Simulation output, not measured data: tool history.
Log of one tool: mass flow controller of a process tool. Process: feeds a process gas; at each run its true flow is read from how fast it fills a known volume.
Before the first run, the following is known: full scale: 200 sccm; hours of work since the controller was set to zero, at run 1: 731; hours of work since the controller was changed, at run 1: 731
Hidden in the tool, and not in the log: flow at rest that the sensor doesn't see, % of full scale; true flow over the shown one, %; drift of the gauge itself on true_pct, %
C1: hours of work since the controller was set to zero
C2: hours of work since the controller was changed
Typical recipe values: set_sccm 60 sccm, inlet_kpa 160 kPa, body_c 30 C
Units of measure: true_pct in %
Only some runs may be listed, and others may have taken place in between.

Run 1, hour 0: usual settings; C1 731; C2 731. Result: true_pct 99.03 %.
Run 2, hour 157.9: usual settings; C1 842; C2 842. Result: true_pct 98.89 %.
Run 3, hour 320: usual settings; C1 956; C2 956. Result: true_pct 98.93 %.
Run 4, hour 441.8: usual settings but body_c 25 C; C1 1042; C2 1042. Result: true_pct 98.46 %.
Run 5, hour 608.9: usual settings but body_c 25 C; C1 1159; C2 1159. Result: true_pct 98.41 %.
Run 6, hour 700.5: usual settings but body_c 25 C; C1 1224; C2 1224. Result: true_pct 98.37 %.

What does the tool deliver on the next run?
At hour 711.9: controller's zero set anew.
Run 7, hour 814.6: usual settings but set_sccm 64 sccm; C1 72; C2 1304. Result: true_pct ?.

{"run 7": {"true_pct": 98.63}}
With the hidden condition absent and the run-to-run variation left alone, this run would have shown true_pct 99.39 %.
